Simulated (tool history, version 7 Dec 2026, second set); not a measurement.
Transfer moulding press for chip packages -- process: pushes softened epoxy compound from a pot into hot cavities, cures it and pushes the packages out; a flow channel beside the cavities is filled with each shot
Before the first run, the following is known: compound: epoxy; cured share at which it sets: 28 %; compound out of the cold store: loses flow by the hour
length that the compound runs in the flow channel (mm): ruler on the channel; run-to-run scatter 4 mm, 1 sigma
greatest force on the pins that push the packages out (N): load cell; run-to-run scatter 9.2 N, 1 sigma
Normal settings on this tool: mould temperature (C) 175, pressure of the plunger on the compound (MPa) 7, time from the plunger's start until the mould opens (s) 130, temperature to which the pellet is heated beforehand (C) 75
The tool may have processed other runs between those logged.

run	hour	mould temperature (C)	pressure of the plunger on the compound (MPa)	time from the plunger's start until the mould opens (s)	temperature to which the pellet is heated beforehand (C)	incoming compound's hours out of the cold store	length that the compound runs in the flow channel (mm)	greatest force on the pins that push the packages out (N)
1	0	175	7	130	75	22.4	777	789
# hour 29.9: cavities cleaned with cleaning compound and waxed
2	88	175	7	130	75	11.8	808	859
3	154.1	175	7	130	75	37.6	729	777
# hour 195.8: cavities cleaned with cleaning compound and waxed
# hour 245.7: cavities cleaned with cleaning compound and waxed, once more
4	246.7	178	7	130	75	21.2	755	376
5	336.9	178	7	130	75	38.1	702	650
6	385.4	176	7	130	75	32	723	759
# hour 412.2: cavities cleaned with cleaning compound and waxed
7	478.2	182	7	130	75	25.5	719	617
8	525.3	182	7	130	75	36.6	686	676
# hour 579: cavities cleaned with cleaning compound and waxed
9	585.7	182	7	130	75	12.4	751	414
10	636.6	182	7	130	75	33.5	685	582
11	717.8	182	7	130	75	8.6	747	680
# hour 744.8: cavities cleaned with cleaning compound and waxed
12	765.8	175	7	130	80	39.6	679	523
# hour 823.2: plunger's sealing rings changed
13	857.7	175	7	130	80	45.4	711	712
# hour 910.3: cavities cleaned with cleaning compound and waxed
14	934.7	175	7	130	80	36.8	728	561
15	976.1	169	8.62	130	75	12.7	922	1038
16	1048.5	172	7.58	130	75	32.4	774	870
# hour 1075.8: cavities cleaned with cleaning compound and waxed
17	1109.5	172	7.58	130	75	18.5	816	684
18	1148.1	173	8.01	125	82	43	755	803
19	1234.6	176	7	130	70	34.2	717	725
# hour 1241.8: cavities cleaned with cleaning compound and waxed
# hour 1264.6: mould's thermocouples calibrated
20	1275.4	171	7	163	75	31.1	749	589
21	1325.1	171	7	144	75	11.2	807	785
22	1401.9	171	7	144	75	27.8	748	835
# hour 1408.3: cavities cleaned with cleaning compound and waxed
23	1464.3	171	7	144	75	17.7	774	720
24	1514.8	175	7	130	71	32.7	709	748

Estimate the outcome of run 25 from the log above:
25	1553.4	175	8.43	162	71	35.8	?	?

Run 25 came out at length that the compound runs in the flow channel (mm) 765, greatest force on the pins that push the packages out (N) 683.
With the hidden condition absent and the run-to-run variation left alone, this run would have shown length that the compound runs in the flow channel (mm) 811, greatest force on the pins that push the packages out (N) 361.
